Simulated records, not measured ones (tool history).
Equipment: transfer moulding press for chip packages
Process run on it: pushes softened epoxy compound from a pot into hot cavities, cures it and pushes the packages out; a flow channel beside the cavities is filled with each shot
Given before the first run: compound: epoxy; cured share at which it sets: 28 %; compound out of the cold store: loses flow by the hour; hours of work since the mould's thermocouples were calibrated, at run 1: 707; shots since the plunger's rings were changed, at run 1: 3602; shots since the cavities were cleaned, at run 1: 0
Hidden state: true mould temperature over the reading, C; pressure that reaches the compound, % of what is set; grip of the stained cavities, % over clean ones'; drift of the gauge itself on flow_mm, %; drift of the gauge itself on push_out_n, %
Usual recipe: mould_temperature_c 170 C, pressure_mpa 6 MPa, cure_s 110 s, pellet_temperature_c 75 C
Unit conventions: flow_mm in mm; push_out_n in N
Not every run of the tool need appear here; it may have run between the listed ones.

run	hour	mould_temperature_c	pressure_mpa	cure_s	pellet_temperature_c	hours of work since the mould's thermocouples were calibrated	shots since the plunger's rings were changed	shots since the cavities were cleaned	incoming compound's hours out of the cold store	flow_mm	push_out_n
1	0	170	6	110	75	707	3602	0	35.8	613	304
2	59.7	170	6	110	75	747	4217	615	44.5	573	550
# hour 68.5: mould's thermocouples calibrated
# hour 103.1: cavities cleaned with cleaning compound and waxed
3	108.3	166	6	110	75	26	4683	54	23.5	668	488
4	161	166	6	110	75	61	5226	597	32.9	616	781
# hour 206.5: cavities cleaned with cleaning compound and waxed
5	206.5	166	6	110	75	90	5680	0	47.1	564	407
# hour 224.9: plunger's sealing rings changed
6	280.5	166	6	110	75	138	574	738	24	715	829
# hour 313.1: cavities cleaned with cleaning compound and waxed
7	339.9	166	6	110	75	177	1171	277	21.5	724	676
8	385.9	166	6	105	75	208	1645	751	47.2	619	861
# hour 413: cavities cleaned with cleaning compound and waxed
9	431.4	174	6	110	75	238	2099	189	47.2	585	360
# hour 438.2: mould's thermocouples calibrated, once more
10	483.9	174	6	110	75	31	2620	710	29.7	635	476
# hour 514.2: cavities cleaned with cleaning compound and waxed
11	572.4	174	6	110	75	89	3517	600	25.5	637	445
# hour 618.2: cavities cleaned with cleaning compound and waxed
12	625.9	174	6	110	75	124	4054	79	40.4	575	281
13	710.6	174	6	110	75	181	4927	952	39.7	558	516
# hour 724.8: cavities cleaned with cleaning compound and waxed
14	779	170	5.56	136	84	225	5618	560	30.4	580	425
# hour 803.4: plunger's sealing rings changed
# hour 826.4: cavities cleaned with cleaning compound and waxed
15	849.2	170	5.56	136	84	270	457	235	10.7	721	362
# hour 929: cavities cleaned with cleaning compound and waxed
16	935.2	164	5.56	136	84	326	1329	64	39.4	622	340
17	979.1	177	6.74	99	73	356	1782	517	30.7	665	447
# hour 1028.7: cavities cleaned with cleaning compound and waxed
18	1028.8	177	6.74	99	73	388	2279	1	17.5	727	266
19	1070.1	177	6.74	99	73	416	2705	427	8.8	754	440
20	1107.7	177	6.74	99	73	441	3093	815	30	668	500

Estimate the outcome of run 21 from the log above:
# hour 1134.4: cavities cleaned with cleaning compound and waxed
21	1188.7	173	6.74	99	73	494	3913	560	20.8	?	?

flow_mm: 696 mm
push_out_n: 537 N
The same run, on a tool lacking any hidden state, would have yielded flow_mm 747 mm, push_out_n 293 N.
